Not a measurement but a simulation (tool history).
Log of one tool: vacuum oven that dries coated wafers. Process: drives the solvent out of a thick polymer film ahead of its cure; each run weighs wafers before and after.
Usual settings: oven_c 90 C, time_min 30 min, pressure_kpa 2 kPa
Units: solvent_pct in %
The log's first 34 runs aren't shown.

{"run": 35, "hour": 463.4, "oven_c": 91, "time_min": 30, "pressure_kpa": 2, "solvent_pct": 1.6}
{"run": 36, "hour": 471.8, "oven_c": 91, "time_min": 30, "pressure_kpa": 2, "solvent_pct": 1.6}
{"hour": 477.0, "done": "oven's thermocouples calibrated"}
{"run": 37, "hour": 492.7, "oven_c": 91, "time_min": 30, "pressure_kpa": 2, "solvent_pct": 1.76}
{"run": 38, "hour": 501.7, "oven_c": 90, "time_min": 40, "pressure_kpa": 2, "solvent_pct": 1.5}
{"run": 39, "hour": 515.0, "oven_c": 90, "time_min": 45, "pressure_kpa": 1.41, "solvent_pct": 1.02}
{"run": 40, "hour": 527.6, "oven_c": 90, "time_min": 45, "pressure_kpa": 1.41, "solvent_pct": 1.06}
{"run": 41, "hour": 540.0, "oven_c": 93, "time_min": 23, "pressure_kpa": 1.28, "solvent_pct": 1.71}
{"run": 42, "hour": 554.5, "oven_c": 90, "time_min": 30, "pressure_kpa": 2.19, "solvent_pct": 1.95}
{"run": 43, "hour": 568.1, "oven_c": 90, "time_min": 30, "pressure_kpa": 2.19, "solvent_pct": 1.97}
{"run": 44, "hour": 585.5, "oven_c": 90, "time_min": 30, "pressure_kpa": 2.19, "solvent_pct": 1.97}
{"run": 45, "hour": 602.9, "oven_c": 90, "time_min": 30, "pressure_kpa": 2.19, "solvent_pct": 1.95}
{"run": 46, "hour": 618.4, "oven_c": 85, "time_min": 18, "pressure_kpa": 1.11, "solvent_pct": 4.06}
{"run": 47, "hour": 632.3, "oven_c": 79, "time_min": 20, "pressure_kpa": 1.11, "solvent_pct": 5.08}
{"run": 48, "hour": 649.7, "oven_c": 90, "time_min": 36, "pressure_kpa": 2.68, "solvent_pct": 1.87}

Forecast each of these 3 alternatives for the next run:
{"run": "A", "hour": 659.7, "oven_c": 88, "time_min": 18, "pressure_kpa": 4.52, "solvent_pct": "?"}
{"run": "B", "hour": 659.7, "oven_c": 92, "time_min": 36, "pressure_kpa": 4.9, "solvent_pct": "?"}
{"run": "C", "hour": 659.7, "oven_c": 90, "time_min": 23, "pressure_kpa": 2.68, "solvent_pct": "?"}

run=A solvent_pct=4.88
run=B solvent_pct=2.71
run=C solvent_pct=2.79
Without the tool's hidden state the same runs would have given:
run=A solvent_pct=4.93
run=B solvent_pct=2.69
run=C solvent_pct=2.8
